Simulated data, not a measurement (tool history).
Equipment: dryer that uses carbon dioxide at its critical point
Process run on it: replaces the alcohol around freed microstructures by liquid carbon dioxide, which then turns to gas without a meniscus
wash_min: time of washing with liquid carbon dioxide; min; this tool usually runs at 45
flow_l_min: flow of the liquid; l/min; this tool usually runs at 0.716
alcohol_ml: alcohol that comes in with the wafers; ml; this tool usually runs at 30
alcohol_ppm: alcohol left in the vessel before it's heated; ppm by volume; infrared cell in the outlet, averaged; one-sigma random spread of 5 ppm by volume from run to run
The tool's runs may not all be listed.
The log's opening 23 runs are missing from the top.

run	hour	wash_min	flow_l_min	alcohol_ml	hours of work since the filter was changed	hours of work since the purifier's bed was changed	alcohol_ppm
24	265.9	29	0.515	34	182	411	387
25	272.9	46	0.979	60	186	414	103
26	286.8	40	0.912	35	193	422	112
27	299.1	40	0.912	35	200	428	98
28	308.8	40	0.912	35	205	433	110
29	316.8	40	0.912	35	209	437	110
30	329.6	40	0.912	35	216	444	120
31	340.5	40	0.912	35	221	450	119
32	348	58	0.735	35	225	454	123
33	359.6	44	0.864	35	231	460	127
34	376.2	44	0.864	35	240	469	118
35	390.9	44	0.864	35	248	476	113
36	402.2	44	0.864	35	254	482	114
37	416.8	44	0.864	35	261	490	126
38	427.6	44	0.864	35	267	495	117
39	437	45	0.87	60	272	500	124
40	451.1	56	1.082	70	279	508	123
41	461.5	56	1.082	70	285	513	115
42	471.3	33	0.975	56	290	518	133
43	486.5	33	0.975	56	298	526	138
44	493.2	47	0.975	115	301	530	129
45	506.8	47	0.975	115	308	537	133
46	521.2	66	0.677	115	316	544	133

Alternative continuations, all from the tool just after run 46; predict every row:
# hour 523: inlet filter changed
A	533.6	45	0.792	30	6	550	?
# hour 523: inlet filter changed
B	533.6	59	0.616	65	6	550	?
# hour 523: inlet filter changed
C	533.6	45	0.481	41	6	550	?

run	alcohol_ppm
A	141
B	133
C	192
The same runs, with their run-to-run variation unchanged, on a tool lacking any hidden condition would have given:
run	alcohol_ppm
A	13
B	5
C	59
